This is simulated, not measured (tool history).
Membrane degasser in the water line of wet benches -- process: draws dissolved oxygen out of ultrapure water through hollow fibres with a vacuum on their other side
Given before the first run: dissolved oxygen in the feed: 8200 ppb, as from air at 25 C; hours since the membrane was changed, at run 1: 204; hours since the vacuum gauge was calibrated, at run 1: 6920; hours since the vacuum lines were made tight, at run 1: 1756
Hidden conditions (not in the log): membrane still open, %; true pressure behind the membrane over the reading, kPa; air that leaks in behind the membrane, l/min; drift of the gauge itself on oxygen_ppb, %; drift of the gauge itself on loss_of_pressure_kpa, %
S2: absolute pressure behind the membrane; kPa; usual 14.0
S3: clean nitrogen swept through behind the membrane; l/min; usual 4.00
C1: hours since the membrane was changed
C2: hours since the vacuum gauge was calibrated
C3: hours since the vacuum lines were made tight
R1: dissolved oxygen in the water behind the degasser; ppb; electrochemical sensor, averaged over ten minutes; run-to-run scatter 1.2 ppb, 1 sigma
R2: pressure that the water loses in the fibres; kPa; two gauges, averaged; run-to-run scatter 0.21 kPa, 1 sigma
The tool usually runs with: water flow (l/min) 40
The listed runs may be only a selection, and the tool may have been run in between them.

Run 1, hour 0.0: usual settings; C1 204; C2 6920; C3 1756. Result: R1 258.9 ppb, R2 49.21 kPa.
Run 2, hour 53.3: usual settings; C1 258; C2 6973; C3 1809. Result: R1 262.3 ppb, R2 49.40 kPa.
Run 3, hour 91.1: usual settings but S3 6.26 l/min; C1 295; C2 7011; C3 1847. Result: R1 173.5 ppb, R2 49.08 kPa.
Run 4, hour 128.9: usual settings but S3 6.26 l/min; C1 333; C2 7049; C3 1885. Result: R1 173.6 ppb, R2 49.28 kPa.
Run 5, hour 180.7: usual settings but S3 6.26 l/min; C1 385; C2 7100; C3 1937. Result: R1 173.7 ppb, R2 48.81 kPa.
Run 6, hour 237.5: usual settings but S3 6.26 l/min; C1 442; C2 7157; C3 1994. Result: R1 173.5 ppb, R2 49.19 kPa.
Run 7, hour 280.8: usual settings but S3 6.26 l/min; C1 485; C2 7201; C3 2037. Result: R1 174.3 ppb, R2 49.13 kPa.
Run 8, hour 331.4: usual settings but S3 6.26 l/min; C1 536; C2 7251; C3 2088. Result: R1 172.0 ppb, R2 49.50 kPa.
Run 9, hour 373.3: usual settings but S3 6.26 l/min; C1 578; C2 7293; C3 2129. Result: R1 173.1 ppb, R2 48.89 kPa.
At hour 379.4: vacuum gauge calibrated.
Run 10, hour 428.5: usual settings; C1 632; C2 49; C3 2184. Result: R1 267.7 ppb, R2 49.57 kPa.
Run 11, hour 462.4: usual settings; C1 666; C2 83; C3 2218. Result: R1 267.6 ppb, R2 49.10 kPa.
Run 12, hour 492.7: usual settings but water flow (l/min) 29, S2 32.5 kPa, S3 3.03 l/min; C1 697; C2 113; C3 2248. Result: R1 627.2 ppb, R2 35.96 kPa.
Run 13, hour 523.4: usual settings but water flow (l/min) 52, S2 30.7 kPa; C1 727; C2 144; C3 2279. Result: R1 789.7 ppb, R2 63.75 kPa.
Run 14, hour 554.3: usual settings but water flow (l/min) 28, S2 30.7 kPa, S3 9.92 l/min; C1 758; C2 175; C3 2310. Result: R1 193.3 ppb, R2 34.31 kPa.
Run 15, hour 605.7: usual settings but water flow (l/min) 58, S2 25.1 kPa, S3 9.92 l/min; C1 810; C2 226; C3 2361. Result: R1 340.9 ppb, R2 71.49 kPa.
Run 16, hour 647.6: usual settings but water flow (l/min) 58, S2 25.1 kPa, S3 9.92 l/min; C1 852; C2 268; C3 2403. Result: R1 338.7 ppb, R2 71.83 kPa.
Run 17, hour 695.0: usual settings but water flow (l/min) 58, S2 25.1 kPa, S3 9.92 l/min; C1 899; C2 316; C3 2451. Result: R1 339.2 ppb, R2 71.71 kPa.
Run 18, hour 725.0: usual settings but water flow (l/min) 58, S2 25.1 kPa, S3 9.92 l/min; C1 929; C2 346; C3 2481. Result: R1 338.5 ppb, R2 71.64 kPa.
At hour 746.9: vacuum gauge calibrated, once more.
Run 19, hour 752.5: usual settings but water flow (l/min) 58, S2 25.1 kPa, S3 9.92 l/min; C1 956; C2 6; C3 2508. Result: R1 332.1 ppb, R2 71.60 kPa.
Run 20, hour 791.3: usual settings but water flow (l/min) 58, S2 25.1 kPa, S3 9.92 l/min; C1 995; C2 44; C3 2546. Result: R1 333.9 ppb, R2 71.57 kPa.
Run 21, hour 841.1: usual settings but water flow (l/min) 58, S2 25.1 kPa, S3 9.92 l/min; C1 1044; C2 94; C3 2596. Result: R1 333.7 ppb, R2 71.86 kPa.

Here are 3 independent what-if runs from the current tool condition. What would each one return?
Run A, hour 901.8: usual settings but water flow (l/min) 52, S2 15.3 kPa, S3 9.92 l/min; C1 1105; C2 155; C3 2657. Result: R1 ?, R2 ?.
Run B, hour 901.8: usual settings but water flow (l/min) 34, S2 25.1 kPa, S3 6.72 l/min; C1 1105; C2 155; C3 2657. Result: R1 ?, R2 ?.
Run C, hour 901.8: usual settings but water flow (l/min) 25; C1 1105; C2 155; C3 2657. Result: R1 ?, R2 ?.

run     R1     R2
  A  172.8  64.39
  B  265.4  41.98
  C  161.0  30.96
With no hidden state in the tool, these same runs would have given:
run     R1     R2
  A  171.6  64.04
  B  264.6  41.75
  C  160.3  30.79
